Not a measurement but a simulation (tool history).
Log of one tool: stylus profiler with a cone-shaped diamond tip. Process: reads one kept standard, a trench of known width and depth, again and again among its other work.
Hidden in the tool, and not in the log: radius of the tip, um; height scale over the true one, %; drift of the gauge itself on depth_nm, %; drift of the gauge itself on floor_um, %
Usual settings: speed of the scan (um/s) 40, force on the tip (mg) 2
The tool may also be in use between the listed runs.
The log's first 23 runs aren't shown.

| run | hour | speed of the scan (um/s) | force on the tip (mg) | scans with this tip | hours of work since the height scale was calibrated | depth of the trench (Å) | width of the trench's floor (µm) |
|---|---|---|---|---|---|---|---|
| 24 | 561.2 | 18 | 4.86 | 3905 | 341 | 5116.8 | 15.23 |
| 25 | 576.9 | 18 | 4.86 | 3980 | 348 | 5119 | 15.26 |
| 26 | 602.3 | 18 | 4.86 | 4103 | 359 | 5116.5 | 15.2 |
| 27 | 616.5 | 108 | 2.95 | 4171 | 364 | 5082.2 | 14.76 |
| 28 | 634.8 | 16 | 2.95 | 4259 | 372 | 5080.4 | 15.14 |
|  | 638.4 | height scale calibrated on a step standard |
| 29 | 660.7 | 16 | 2.95 | 4381 | 9 | 5076.8 | 15.18 |
| 30 | 694.3 | 24 | 4.47 | 4543 | 23 | 5106.7 | 15.21 |
|  | 706 | height scale calibrated on a step standard, once more |
| 31 | 714.5 | 24 | 4.47 | 4638 | 4 | 5114.5 | 15.18 |
| 32 | 747.4 | 40 | 3.19 | 4796 | 17 | 5091.3 | 15.08 |
| 33 | 775.2 | 18 | 5.57 | 4930 | 29 | 5134.6 | 15.16 |
| 34 | 799.8 | 18 | 4.79 | 5048 | 39 | 5119.1 | 15.14 |
| 35 | 822.9 | 18 | 4.79 | 5160 | 49 | 5119.2 | 15.13 |
| 36 | 851.2 | 20 | 1.81 | 5296 | 61 | 5061.8 | 15.06 |
| 37 | 877.5 | 21 | 1.49 | 5422 | 72 | 5052.3 | 15.02 |
| 38 | 907.9 | 53 | 2.35 | 5569 | 85 | 5072.8 | 14.85 |
| 39 | 940.5 | 64 | 0.76 | 5725 | 99 | 5031 | 14.55 |
| 40 | 963.9 | 66 | 1.16 | 5838 | 108 | 5043.6 | 14.71 |
| 41 | 983.4 | 25 | 1.67 | 5932 | 117 | 5057.2 | 15.04 |
| 42 | 1006.3 | 25 | 1.21 | 6042 | 126 | 5044.5 | 14.94 |
| 43 | 1023 | 25 | 1.21 | 6123 | 133 | 5044 | 14.96 |
| 44 | 1045 | 25 | 1.21 | 6228 | 143 | 5044.3 | 15.01 |
| 45 | 1077 | 146 | 2.16 | 6383 | 156 | 5065 | 14.28 |
| 46 | 1092.7 | 51 | 1.82 | 6458 | 163 | 5060 | 14.82 |

Forecast each of these 4 alternatives for the next run:
| A | 1125.3 | 59 | 1.41 | 6615 | 176 | ? | ? |
| B | 1125.3 | 76 | 5.1 | 6615 | 176 | ? | ? |
| C | 1125.3 | 10 | 2.35 | 6615 | 176 | ? | ? |
| D | 1125.3 | 10 | 4.08 | 6615 | 176 | ? | ? |

| run | depth of the trench (Å) | width of the trench's floor (µm) |
|---|---|---|
| A | 5048.5 | 14.72 |
| B | 5123.4 | 14.88 |
| C | 5072.8 | 15.11 |
| D | 5108 | 15.06 |
Without the tool's hidden state the same runs would have given:
| run | depth of the trench (Å) | width of the trench's floor (µm) |
|---|---|---|
| A | 5053.4 | 15.25 |
| B | 5128.3 | 15.41 |
| C | 5077.8 | 15.64 |
| D | 5112.9 | 15.59 |
